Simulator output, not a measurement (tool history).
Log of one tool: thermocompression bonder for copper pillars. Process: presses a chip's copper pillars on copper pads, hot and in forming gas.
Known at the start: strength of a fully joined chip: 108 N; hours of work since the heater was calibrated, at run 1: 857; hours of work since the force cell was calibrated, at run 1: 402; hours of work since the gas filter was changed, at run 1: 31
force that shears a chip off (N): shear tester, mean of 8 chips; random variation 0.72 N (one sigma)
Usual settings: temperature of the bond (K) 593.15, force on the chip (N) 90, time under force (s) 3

run	hour	temperature of the bond (K)	force on the chip (N)	time under force (s)	hours of work since the heater was calibrated	hours of work since the force cell was calibrated	hours of work since the gas filter was changed	force that shears a chip off (N)
1	0	593.15	90	3	857	402	31	51.9
2	33.1	593.15	90	3	879	425	53	51.9
3	81.4	593.15	90	3	911	457	85	52.1
4	119.3	593.15	90	3	937	482	110	51.9
5	152.4	622.15	90	3	959	504	133	65.3
6	195.1	622.15	90	3	987	533	161	64.6
7	243.2	622.15	90	3	1019	565	193	64.4
8	284.5	593.15	90	5	1047	593	221	61.8
9	313	593.15	90	3	1066	612	240	51.8
10	358.8	593.15	90	3	1097	642	271	50.6
11	382.9	593.15	90	3	1113	659	287	51.1
# hour 389.5: heater calibrated with a thermocouple chip
12	408.4	593.15	90	3	13	674	302	51.4
13	450.4	609.15	90	3	41	702	331	60.3
14	488.7	568.15	105	3	66	728	356	42.8
15	530.2	567.15	132	3	94	756	384	48.6
16	567.7	593.15	55	5	119	781	409	48.8
17	607.7	593.15	55	5	146	808	436	50.8
18	644.7	593.15	66	5	171	832	460	53.7
# hour 649.3: forming gas filter changed
19	676.8	567.15	134	3	192	854	18	48.7
20	698.6	615.15	54	3	206	868	33	50
21	725.7	588.15	123	8	225	886	51	76.4
22	770.6	603.15	92	5	255	916	81	66.3
23	800.2	603.15	92	5	274	936	101	67.2
24	828.2	603.15	92	5	293	955	120	66.4
25	872	619.15	128	5	322	984	149	83.4

3 ways to go on from here, each from the tool as it stands after run 25. What would each give?
A	892.8	576.15	129	3	336	998	163	?
B	892.8	593.15	90	2	336	998	163	?
C	892.8	599.15	124	7	336	998	163	?

run	force that shears a chip off (N)
A	52.1
B	44.4
C	78.7
Without the tool's hidden state the same runs would have given:
run	force that shears a chip off (N)
A	52.4
B	44.8
C	79.2

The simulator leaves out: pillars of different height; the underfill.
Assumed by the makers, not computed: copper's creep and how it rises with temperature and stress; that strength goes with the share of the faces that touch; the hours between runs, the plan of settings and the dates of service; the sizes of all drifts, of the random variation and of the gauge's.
